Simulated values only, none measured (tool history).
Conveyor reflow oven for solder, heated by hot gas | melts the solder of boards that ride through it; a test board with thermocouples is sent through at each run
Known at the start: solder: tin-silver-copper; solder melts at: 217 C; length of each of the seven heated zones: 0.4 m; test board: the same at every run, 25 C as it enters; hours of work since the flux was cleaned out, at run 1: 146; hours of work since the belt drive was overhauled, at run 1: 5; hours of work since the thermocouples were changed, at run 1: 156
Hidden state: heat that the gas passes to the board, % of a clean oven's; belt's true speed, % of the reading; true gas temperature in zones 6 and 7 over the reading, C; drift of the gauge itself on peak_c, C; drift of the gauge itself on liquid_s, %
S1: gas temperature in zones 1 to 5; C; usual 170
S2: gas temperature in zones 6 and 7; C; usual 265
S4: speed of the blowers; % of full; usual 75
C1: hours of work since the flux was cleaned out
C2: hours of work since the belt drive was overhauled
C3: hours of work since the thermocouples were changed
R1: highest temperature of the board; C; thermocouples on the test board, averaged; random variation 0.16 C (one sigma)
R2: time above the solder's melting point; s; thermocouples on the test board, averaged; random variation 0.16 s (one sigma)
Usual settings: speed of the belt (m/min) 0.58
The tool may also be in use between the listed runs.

Run 1, hour 0: usual settings; C1 146; C2 5; C3 156. Result: R1 250.9 C, R2 59.6 s.
Run 2, hour 29.8: usual settings; C1 160; C2 19; C3 170. Result: R1 250.6 C, R2 59.6 s.
Run 3, hour 88.3: usual settings but S1 156 C; C1 186; C2 45; C3 196. Result: R1 248.1 C, R2 52.9 s.
Run 4, hour 130.5: usual settings but S1 156 C; C1 204; C2 63; C3 215. Result: R1 248.3 C, R2 52.8 s.
Run 5, hour 176.9: usual settings but S1 156 C, speed of the belt (m/min) 0.636; C1 225; C2 84; C3 235. Result: R1 244.6 C, R2 44 s.
Run 6, hour 227.3: usual settings but S1 182 C, speed of the belt (m/min) 0.636; C1 248; C2 106; C3 258. Result: R1 249.9 C, R2 57.6 s.
Run 7, hour 276.3: usual settings but speed of the belt (m/min) 0.644; C1 269; C2 128; C3 279. Result: R1 246.7 C, R2 49.6 s.
Run 8, hour 306.8: usual settings; C1 283; C2 142; C3 293. Result: R1 250.5 C, R2 59.5 s.
Run 9, hour 335.3: usual settings; C1 296; C2 154; C3 306. Result: R1 250.2 C, R2 58.7 s.
Run 10, hour 367.1: usual settings; C1 310; C2 169; C3 320. Result: R1 250.3 C, R2 59.2 s.
At hour 391.3: flux residue cleaned out of gas plates and filters.
Run 11, hour 402: usual settings but S4 78 % of full; C1 5; C2 182; C3 333. Result: R1 250.8 C, R2 59.3 s.
Run 12, hour 459: usual settings but S4 78 % of full; C1 30; C2 207; C3 358. Result: R1 250.2 C, R2 59.2 s.
Run 13, hour 484.8: usual settings but S4 78 % of full; C1 42; C2 219; C3 370. Result: R1 250.3 C, R2 59.2 s.
Run 14, hour 515.5: usual settings but speed of the belt (m/min) 0.635; C1 55; C2 232; C3 383. Result: R1 246.4 C, R2 50 s.
Run 15, hour 560.5: usual settings but S2 278 C, speed of the belt (m/min) 0.531; C1 75; C2 252; C3 404. Result: R1 264.1 C, R2 75.6 s.
At hour 569.5: flux residue cleaned out of gas plates and filters, once more.
Run 16, hour 624: usual settings but speed of the belt (m/min) 0.531; C1 24; C2 278; C3 430. Result: R1 255 C, R2 69.9 s.
Run 17, hour 682.6: usual settings but speed of the belt (m/min) 0.531; C1 50; C2 304; C3 456. Result: R1 254.7 C, R2 69.7 s.
Run 18, hour 734: usual settings but S1 183 C, S2 263 C, speed of the belt (m/min) 0.682, S4 63 % of full; C1 73; C2 327; C3 478. Result: R1 244.9 C, R2 48.6 s.
Run 19, hour 786.4: usual settings but S1 177 C, S2 259 C; C1 96; C2 351; C3 502. Result: R1 248.2 C, R2 60.8 s.
Run 20, hour 835.6: usual settings but S2 257 C, S4 85 % of full; C1 118; C2 372; C3 524. Result: R1 247 C, R2 58.1 s.
Run 21, hour 891.8: usual settings but S2 257 C, S4 85 % of full; C1 143; C2 397; C3 549. Result: R1 247 C, R2 58 s.
Run 22, hour 946.6: usual settings but S1 181 C, S4 64 % of full; C1 168; C2 422; C3 573. Result: R1 251.2 C, R2 64.7 s.
Run 23, hour 979.9: usual settings but S2 263 C, speed of the belt (m/min) 0.514; C1 182; C2 437; C3 588. Result: R1 253.6 C, R2 71.8 s.
Run 24, hour 1015.7: usual settings but S2 263 C, speed of the belt (m/min) 0.514, S4 77 % of full; C1 198; C2 453; C3 604. Result: R1 254 C, R2 72.1 s.
Run 25, hour 1058.7: usual settings but S2 263 C, speed of the belt (m/min) 0.514, S4 77 % of full; C1 218; C2 472; C3 623. Result: R1 253.7 C, R2 71.9 s.

4 ways to go on from here, each from the tool as it stands after run 25. What would each give?
Run A, hour 1095.8: usual settings but S2 256 C; C1 234; C2 488; C3 639. Result: R1 ?, R2 ?.
Run B, hour 1095.8: usual settings but S1 168 C; C1 234; C2 488; C3 639. Result: R1 ?, R2 ?.
Run C, hour 1095.8: usual settings but S2 254 C, speed of the belt (m/min) 0.644, S4 60 % of full; C1 234; C2 488; C3 639. Result: R1 ?, R2 ?.
Run D, hour 1095.8: usual settings but S2 259 C; C1 234; C2 488; C3 639. Result: R1 ?, R2 ?.

run     R1    R2
  A  243.9  54.2
  B  251.8    60
  C  234.6  36.1
  D  246.5  56.4
Without the tool's hidden state the same runs would have given:
run     R1    R2
  A  243.2  53.8
  B  251.3  59.6
  C  234.1  35.7
  D  245.9    56
